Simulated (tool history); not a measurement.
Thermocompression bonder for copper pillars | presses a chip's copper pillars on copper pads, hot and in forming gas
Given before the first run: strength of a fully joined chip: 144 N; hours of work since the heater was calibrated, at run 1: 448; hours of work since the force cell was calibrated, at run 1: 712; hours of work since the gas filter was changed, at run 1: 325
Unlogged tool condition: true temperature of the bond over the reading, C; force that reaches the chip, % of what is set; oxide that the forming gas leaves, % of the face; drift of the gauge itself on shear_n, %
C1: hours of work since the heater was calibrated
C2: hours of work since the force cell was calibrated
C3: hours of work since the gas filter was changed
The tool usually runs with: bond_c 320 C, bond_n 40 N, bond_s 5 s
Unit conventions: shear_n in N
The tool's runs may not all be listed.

{"run": 1, "hour": 0.0, "bond_c": 320, "bond_n": 40, "bond_s": 5, "C1": 448, "C2": 712, "C3": 325, "shear_n": 50.4}
{"run": 2, "hour": 15.7, "bond_c": 320, "bond_n": 40, "bond_s": 5, "C1": 458, "C2": 722, "C3": 335, "shear_n": 50}
{"run": 3, "hour": 31.1, "bond_c": 320, "bond_n": 40, "bond_s": 5, "C1": 468, "C2": 732, "C3": 345, "shear_n": 50.6}
{"run": 4, "hour": 48.3, "bond_c": 320, "bond_n": 40, "bond_s": 5, "C1": 479, "C2": 743, "C3": 356, "shear_n": 50.1}
{"hour": 49.8, "done": "forming gas filter changed"}
{"run": 5, "hour": 64.2, "bond_c": 320, "bond_n": 40, "bond_s": 5, "C1": 489, "C2": 753, "C3": 9, "shear_n": 55.3}
{"run": 6, "hour": 76.3, "bond_c": 320, "bond_n": 49, "bond_s": 5, "C1": 497, "C2": 761, "C3": 17, "shear_n": 64}
{"run": 7, "hour": 91.9, "bond_c": 320, "bond_n": 40, "bond_s": 5, "C1": 507, "C2": 771, "C3": 27, "shear_n": 54.6}
{"run": 8, "hour": 99.7, "bond_c": 320, "bond_n": 38, "bond_s": 5, "C1": 512, "C2": 776, "C3": 32, "shear_n": 52.4}
{"run": 9, "hour": 117.5, "bond_c": 320, "bond_n": 38, "bond_s": 5, "C1": 523, "C2": 788, "C3": 44, "shear_n": 51.2}
{"run": 10, "hour": 128.6, "bond_c": 320, "bond_n": 38, "bond_s": 5, "C1": 530, "C2": 795, "C3": 51, "shear_n": 51.3}
{"run": 11, "hour": 136.5, "bond_c": 320, "bond_n": 40, "bond_s": 5, "C1": 535, "C2": 800, "C3": 56, "shear_n": 54.9}
{"run": 12, "hour": 146.5, "bond_c": 320, "bond_n": 40, "bond_s": 5, "C1": 542, "C2": 806, "C3": 62, "shear_n": 53.7}
{"run": 13, "hour": 158.2, "bond_c": 314, "bond_n": 29, "bond_s": 13, "C1": 549, "C2": 814, "C3": 70, "shear_n": 55.3}
{"hour": 161.1, "done": "heater calibrated with a thermocouple chip"}
{"run": 14, "hour": 169.9, "bond_c": 314, "bond_n": 29, "bond_s": 13, "C1": 6, "C2": 820, "C3": 76, "shear_n": 53.1}
{"run": 15, "hour": 180.5, "bond_c": 314, "bond_n": 29, "bond_s": 13, "C1": 13, "C2": 827, "C3": 83, "shear_n": 53.4}
{"hour": 189.7, "done": "heater calibrated with a thermocouple chip, once more"}
{"run": 16, "hour": 190.4, "bond_c": 318, "bond_n": 40, "bond_s": 9, "C1": 0, "C2": 832, "C3": 88, "shear_n": 67.5}
{"run": 17, "hour": 208.1, "bond_c": 318, "bond_n": 40, "bond_s": 4, "C1": 12, "C2": 843, "C3": 99, "shear_n": 49.3}
{"run": 18, "hour": 220.3, "bond_c": 318, "bond_n": 40, "bond_s": 4, "C1": 20, "C2": 851, "C3": 107, "shear_n": 49.5}
{"run": 19, "hour": 236.6, "bond_c": 345, "bond_n": 32, "bond_s": 4, "C1": 30, "C2": 862, "C3": 118, "shear_n": 59.6}
{"run": 20, "hour": 246.8, "bond_c": 345, "bond_n": 32, "bond_s": 4, "C1": 37, "C2": 868, "C3": 124, "shear_n": 60.1}
{"run": 21, "hour": 259.3, "bond_c": 320, "bond_n": 36, "bond_s": 13, "C1": 45, "C2": 876, "C3": 132, "shear_n": 72}
{"run": 22, "hour": 266.9, "bond_c": 301, "bond_n": 51, "bond_s": 3, "C1": 50, "C2": 881, "C3": 137, "shear_n": 42}

How would selected steps in shear_n from run to run divide? Give the signed amount a tool lacking its hidden state would still show from settings, what came in and random variation, and the signed amount left for the hidden state, including any gauge scatter that is not in both of the compared results.
Run 4 -> 5: forming gas filter changed. shear_n +5.2 N: hidden state +4.5, all else +0.7.
Run 15 -> 16: bond_c 314 -> 318, bond_n 29 -> 40, bond_s 13 -> 9, heater calibrated with a thermocouple chip, once more. shear_n +14.1 N: hidden state +4.4, all else +9.7.
Run 16 -> 17: bond_s 9 -> 4. shear_n -18.2 N: hidden state +0.4, all else -18.6.
Run 21 -> 22: bond_c 320 -> 301, bond_n 36 -> 51, bond_s 13 -> 3. shear_n -30 N: hidden state +1.4, all else -31.4.
